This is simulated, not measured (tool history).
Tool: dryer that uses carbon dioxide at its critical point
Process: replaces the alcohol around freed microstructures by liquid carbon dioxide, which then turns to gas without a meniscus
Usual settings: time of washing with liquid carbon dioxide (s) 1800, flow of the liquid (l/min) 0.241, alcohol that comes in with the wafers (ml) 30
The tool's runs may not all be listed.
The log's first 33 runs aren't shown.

| run | hour | time of washing with liquid carbon dioxide (s) | flow of the liquid (l/min) | alcohol that comes in with the wafers (ml) | hours of work since the filter was changed | hours of work since the purifier's bed was changed | alcohol left in the vessel before it's heated (ppm by volume) |
|---|---|---|---|---|---|---|---|
| 34 | 223.7 | 1200 | 0.152 | 96 | 158 | 174 | 9085 |
| 35 | 229.9 | 1200 | 0.152 | 96 | 161 | 176 | 9380 |
| 36 | 236.9 | 1380 | 0.152 | 113 | 164 | 179 | 7806 |
| 37 | 243.1 | 1800 | 0.329 | 104 | 167 | 182 | 68 |
| 38 | 248.1 | 1800 | 0.182 | 30 | 169 | 184 | 465 |
| 39 | 254.3 | 1800 | 0.182 | 30 | 172 | 187 | 463 |
| 40 | 262.0 | 1800 | 0.182 | 30 | 175 | 190 | 472 |
| 41 | 270.6 | 2760 | 0.241 | 30 | 179 | 194 | 31 |
| 42 | 274.5 | 2280 | 0.157 | 30 | 181 | 196 | 331 |
| 43 | 279.4 | 1680 | 0.252 | 39 | 183 | 198 | 198 |
| 44 | 286.7 | 1800 | 0.241 | 38 | 186 | 201 | 161 |
| 45 | 291.6 | 1320 | 0.188 | 25 | 188 | 203 | 1075 |
| 46 | 298.3 | 2100 | 0.182 | 24 | 191 | 206 | 202 |
| 47 | 302.6 | 1560 | 0.314 | 30 | 193 | 208 | 74 |

Forecast each of these 3 alternatives for the next run:
| A | 307.5 | 1440 | 0.301 | 118 | 195 | 210 | ? |
| B | 307.5 | 1560 | 0.314 | 48 | 195 | 210 | ? |
| C | 307.5 | 1800 | 0.241 | 59 | 195 | 210 | ? |

| run | alcohol left in the vessel before it's heated (ppm by volume) |
|---|---|
| A | 480 |
| B | 110 |
| C | 250 |
Without the tool's hidden state the same runs would have given:
| run | alcohol left in the vessel before it's heated (ppm by volume) |
|---|---|
| A | 252 |
| B | 50 |
| C | 128 |
